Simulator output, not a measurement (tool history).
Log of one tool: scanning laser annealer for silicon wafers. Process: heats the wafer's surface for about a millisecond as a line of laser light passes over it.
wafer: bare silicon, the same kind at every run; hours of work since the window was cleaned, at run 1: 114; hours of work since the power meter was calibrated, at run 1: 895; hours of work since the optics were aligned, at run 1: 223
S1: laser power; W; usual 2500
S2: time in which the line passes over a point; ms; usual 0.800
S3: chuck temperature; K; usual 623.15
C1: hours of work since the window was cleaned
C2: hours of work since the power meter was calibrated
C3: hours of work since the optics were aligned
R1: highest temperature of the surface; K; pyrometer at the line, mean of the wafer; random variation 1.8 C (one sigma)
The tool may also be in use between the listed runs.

Run 1, hour 0.0: usual settings; C1 114; C2 895; C3 223. Result: R1 1335.15 K.
Run 2, hour 36.8: usual settings; C1 135; C2 916; C3 245. Result: R1 1332.15 K.
Run 3, hour 66.0: usual settings; C1 153; C2 934; C3 262. Result: R1 1334.15 K.
Run 4, hour 113.5: usual settings; C1 181; C2 962; C3 290. Result: R1 1331.15 K.
Run 5, hour 153.0: usual settings; C1 204; C2 985; C3 313. Result: R1 1327.15 K.
Run 6, hour 199.2: usual settings; C1 232; C2 1013; C3 341. Result: R1 1328.15 K.
Run 7, hour 239.8: usual settings but S1 2454 W; C1 256; C2 1037; C3 365. Result: R1 1310.15 K.
Run 8, hour 290.4: usual settings but S2 0.971 ms; C1 286; C2 1067; C3 395. Result: R1 1387.15 K.
Run 9, hour 334.3: usual settings but S1 2504 W, S2 0.846 ms, S3 653.15 K; C1 312; C2 1093; C3 421. Result: R1 1372.15 K.
Run 10, hour 363.2: usual settings but S1 2504 W, S2 0.846 ms, S3 653.15 K; C1 329; C2 1110; C3 438. Result: R1 1374.15 K.
Run 11, hour 408.3: usual settings but S1 2504 W, S2 0.581 ms, S3 653.15 K; C1 355; C2 1136; C3 465. Result: R1 1256.15 K.
Run 12, hour 457.6: usual settings but S1 2653 W, S2 0.581 ms, S3 661.15 K; C1 385; C2 1166; C3 494. Result: R1 1309.15 K.
Run 13, hour 491.0: usual settings but S1 2531 W, S2 0.595 ms, S3 615.15 K; C1 404; C2 1185; C3 514. Result: R1 1231.15 K.
Run 14, hour 539.4: usual settings but S1 2531 W, S2 0.595 ms, S3 615.15 K; C1 433; C2 1214; C3 542. Result: R1 1231.15 K.

4 ways to go on from here, each from the tool as it stands after run 14. What would each give?
Run A, hour 565.3: usual settings but S1 2519 W; C1 448; C2 1229; C3 557. Result: R1 ?.
Run B, hour 565.3: usual settings but S2 0.584 ms; C1 448; C2 1229; C3 557. Result: R1 ?.
Run C, hour 565.3: usual settings but S1 2284 W, S2 0.956 ms, S3 632.15 K; C1 448; C2 1229; C3 557. Result: R1 ?.
Run D, hour 565.3: usual settings but S1 2656 W, S2 0.689 ms, S3 652.15 K; C1 448; C2 1229; C3 557. Result: R1 ?.

run       R1
  A  1324.15
  B  1220.15
  C  1305.15
  D  1347.15
Without the tool's hidden state the same runs would have given:
run       R1
  A  1361.15
  B  1251.15
  C  1340.15
  D  1383.15
